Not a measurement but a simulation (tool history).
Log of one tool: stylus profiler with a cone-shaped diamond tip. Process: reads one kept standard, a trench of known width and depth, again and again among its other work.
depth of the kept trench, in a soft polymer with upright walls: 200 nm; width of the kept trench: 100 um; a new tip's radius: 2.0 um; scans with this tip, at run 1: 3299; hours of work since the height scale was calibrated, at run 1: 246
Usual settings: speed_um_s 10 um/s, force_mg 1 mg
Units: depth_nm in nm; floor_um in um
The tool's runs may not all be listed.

run,hour,speed_um_s,force_mg,scans with this tip,hours of work since the height scale was calibrated,depth_nm,floor_um
1,0,10,1,3299,246,200.78,97.97
2,9.3,10,1,3363,251,200.8,97.97
3,23.8,10,1,3463,258,200.79,98
4,33.9,10,1,3533,264,200.78,97.96
5,47.6,10,1,3627,271,200.81,97.91
6,56.8,34,1,3690,275,200.8,97.84
7,69.7,10,1,3780,282,200.82,97.99
8,84.7,10,1,3883,290,200.81,97.95
# hour 86.1: height scale calibrated on a step standard
9,92.8,2,1,3935,3,200.81,98.01
10,107.9,11,0.52,4039,11,200.58,97.92
11,118.1,8,1.05,4109,16,200.86,97.88
12,129.7,8,1.05,4189,22,200.84,97.94
13,138,30,2.41,4246,27,201.37,97.87
14,150.8,28,0.5,4334,33,200.58,97.79
15,164.8,28,0.5,4431,40,200.56,97.81
16,171.3,20,2.93,4476,44,201.56,97.86
# hour 173.1: height scale calibrated on a step standard, once more
17,178.2,29,0.5,4520,3,200.34,97.77
18,190.1,11,0.73,4602,9,200.47,97.92

The same runs without the tool's hidden state, with the same run-to-run variation:
The hidden state here: radius of the tip, um; height scale over the true one, %; drift of the gauge itself on depth_nm, %; drift of the gauge itself on floor_um, %.
run,depth_nm,floor_um
1,200.68,98.2
2,200.7,98.2
3,200.68,98.24
4,200.68,98.2
5,200.7,98.17
6,200.7,98.1
7,200.71,98.25
8,200.7,98.22
9,200.69,98.28
10,200.46,98.2
11,200.74,98.17
12,200.71,98.23
13,201.24,98.16
14,200.45,98.09
15,200.42,98.12
16,201.42,98.17
17,200.42,98.08
18,200.54,98.24
